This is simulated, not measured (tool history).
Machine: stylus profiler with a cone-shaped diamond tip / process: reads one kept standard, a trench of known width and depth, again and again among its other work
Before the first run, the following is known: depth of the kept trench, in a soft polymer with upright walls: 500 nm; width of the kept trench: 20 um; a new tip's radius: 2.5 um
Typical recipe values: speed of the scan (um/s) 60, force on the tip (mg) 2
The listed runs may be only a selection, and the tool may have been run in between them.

| run | hour | speed of the scan (um/s) | force on the tip (mg) | depth of the trench (nm) | width of the trench's floor (nm) |
|---|---|---|---|---|---|
| 1 | 0 | 60 | 2 | 500.91 | 16180 |
| 2 | 38.7 | 60 | 2 | 500.6 | 16140 |
| 3 | 85.7 | 60 | 2 | 500.68 | 16080 |
| 4 | 153.7 | 55 | 2 | 500.86 | 16100 |
| 5 | 195.8 | 71 | 2 | 500.39 | 16000 |
| 6 | 240.6 | 71 | 2 | 500.73 | 15990 |
| 7 | 318.4 | 71 | 2 | 500.33 | 16070 |
| 8 | 360.9 | 60 | 2 | 500.65 | 16100 |
| 9 | 394.5 | 60 | 2 | 500.41 | 16010 |
| 10 | 442.6 | 60 | 2 | 500.51 | 16000 |
| 11 | 484.7 | 60 | 2 | 500.43 | 15960 |
| 12 | 548.8 | 60 | 2 | 500.23 | 15990 |
| 13 | 612.4 | 60 | 2 | 500.29 | 16010 |
| 14 | 676.5 | 37 | 2 | 500.16 | 16040 |
| 15 | 717 | 73 | 0.73 | 498.72 | 15860 |
| 16 | 768.8 | 73 | 0.73 | 498.3 | 15810 |
| 17 | 821.1 | 60 | 2.26 | 500.22 | 15930 |
| 18 | 881.6 | 24 | 1.02 | 498.68 | 15920 |
| 19 | 936.1 | 175 | 1 | 498.67 | 15490 |
| 20 | 1010.6 | 77 | 3.75 | 501.23 | 15830 |
| 21 | 1045.5 | 55 | 0.76 | 497.96 | 15750 |
| 22 | 1082.2 | 24 | 1.13 | 498.56 | 15870 |
| 23 | 1129.1 | 25 | 1.05 | 498.46 | 15870 |
| 24 | 1170.7 | 25 | 1.05 | 498.42 | 15890 |
| 25 | 1213.1 | 166 | 0.94 | 498.37 | 15370 |
| 26 | 1275.9 | 16 | 0.94 | 498.18 | 15820 |
| 27 | 1349.9 | 16 | 0.94 | 498.16 | 15860 |

Below, each run's measurement less what the same run would have read without the hidden state. Both values contain the same run-to-run variation, but the gauge's scatter may not be the same in both:
Hidden conditions of the tool in this case: radius of the tip, um; height scale over the true one, %; drift of the gauge itself on depth_nm, %; drift of the gauge itself on floor_um, %.
| run | depth of the trench (nm) | width of the trench's floor (nm) |
|---|---|---|
| 1 | -2.48 | -740 |
| 2 | -2.52 | -750 |
| 3 | -2.56 | -750 |
| 4 | -2.64 | -770 |
| 5 | -2.68 | -790 |
| 6 | -2.73 | -800 |
| 7 | -2.81 | -820 |
| 8 | -2.86 | -840 |
| 9 | -2.88 | -850 |
| 10 | -2.93 | -860 |
| 11 | -2.98 | -880 |
| 12 | -3.05 | -900 |
| 13 | -3.1 | -920 |
| 14 | -3.17 | -930 |
| 15 | -3.21 | -950 |
| 16 | -3.26 | -960 |
| 17 | -3.33 | -980 |
| 18 | -3.39 | -990 |
| 19 | -3.44 | -1010 |
| 20 | -3.54 | -1040 |
| 21 | -3.56 | -1050 |
| 22 | -3.59 | -1050 |
| 23 | -3.65 | -1070 |
| 24 | -3.69 | -1080 |
| 25 | -3.73 | -1100 |
| 26 | -3.8 | -1110 |
| 27 | -3.88 | -1140 |

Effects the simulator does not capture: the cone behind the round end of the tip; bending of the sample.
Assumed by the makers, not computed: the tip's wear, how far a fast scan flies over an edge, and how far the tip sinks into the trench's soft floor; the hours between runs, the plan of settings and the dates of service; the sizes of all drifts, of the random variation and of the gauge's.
